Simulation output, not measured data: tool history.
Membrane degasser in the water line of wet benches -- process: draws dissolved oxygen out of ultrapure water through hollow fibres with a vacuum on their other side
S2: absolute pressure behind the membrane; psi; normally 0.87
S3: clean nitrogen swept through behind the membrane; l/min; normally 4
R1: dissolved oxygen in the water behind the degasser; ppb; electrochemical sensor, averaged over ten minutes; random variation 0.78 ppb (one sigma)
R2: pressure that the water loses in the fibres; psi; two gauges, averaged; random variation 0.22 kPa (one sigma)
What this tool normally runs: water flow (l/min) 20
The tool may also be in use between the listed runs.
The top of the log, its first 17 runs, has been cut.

{"run": 18, "hour": 4026.0, "water flow (l/min)": 24, "S2": 1.717, "S3": 1.75, "R1": 361.7, "R2": 9.638}
{"run": 19, "hour": 4264.6, "water flow (l/min)": 18, "S2": 0.87, "S3": 1.79, "R1": 103.1, "R2": 7.294}
{"run": 20, "hour": 4581.4, "water flow (l/min)": 18, "S2": 0.87, "S3": 1.79, "R1": 102.3, "R2": 7.277}
{"hour": 4631.2, "done": "vacuum gauge calibrated, once more"}
{"run": 21, "hour": 4835.1, "water flow (l/min)": 12, "S2": 1.807, "S3": 5.35, "R1": 57.5, "R2": 4.853}
{"run": 22, "hour": 5175.6, "water flow (l/min)": 17, "S2": 1.082, "S3": 5.35, "R1": 60.7, "R2": 6.905}
{"run": 23, "hour": 5446.5, "water flow (l/min)": 19, "S2": 1.075, "S3": 10.31, "R1": 60.5, "R2": 7.758}
{"run": 24, "hour": 5681.5, "water flow (l/min)": 27, "S2": 2.132, "S3": 1.86, "R1": 494.7, "R2": 11.02}
{"run": 25, "hour": 5990.1, "water flow (l/min)": 22, "S2": 1.838, "S3": 4, "R1": 196.7, "R2": 9.02}
{"run": 26, "hour": 6255.3, "water flow (l/min)": 17, "S2": 0.87, "S3": 5.64, "R1": 49.7, "R2": 6.969}
{"hour": 6468.0, "done": "seals of the vacuum lines changed"}
{"run": 27, "hour": 6489.9, "water flow (l/min)": 14, "S2": 1.768, "S3": 3.78, "R1": 95, "R2": 5.749}
{"run": 28, "hour": 6699.1, "water flow (l/min)": 20, "S2": 0.695, "S3": 4, "R1": 73.1, "R2": 8.269}
{"run": 29, "hour": 6865.6, "water flow (l/min)": 12, "S2": 0.695, "S3": 7.46, "R1": 12.5, "R2": 4.959}
{"run": 30, "hour": 7061.3, "water flow (l/min)": 12, "S2": 0.74, "S3": 7.46, "R1": 13.7, "R2": 4.966}
{"run": 31, "hour": 7413.0, "water flow (l/min)": 19, "S2": 0.931, "S3": 7.84, "R1": 64.4, "R2": 7.828}
{"run": 32, "hour": 7653.5, "water flow (l/min)": 23, "S2": 0.843, "S3": 5.86, "R1": 114.1, "R2": 9.541}

Alternative continuations, all from the tool just after run 32; predict every row:
{"run": "A", "hour": 7958.5, "water flow (l/min)": 27, "S2": 1.223, "S3": 4, "R1": "?", "R2": "?"}
{"run": "B", "hour": 7958.5, "water flow (l/min)": 23, "S2": 2.104, "S3": 5.86, "R1": "?", "R2": "?"}
{"run": "C", "hour": 7958.5, "water flow (l/min)": 20, "S2": 0.87, "S3": 2.21, "R1": "?", "R2": "?"}

run=A R1=228.7 R2=11.256
run=B R1=197 R2=9.632
run=C R1=115.5 R2=8.314
The same runs, with their run-to-run variation unchanged, on a tool lacking any hidden condition would have given:
run=A R1=190.3 R2=10.485
run=B R1=171 R2=8.973
run=C R1=96.5 R2=7.744
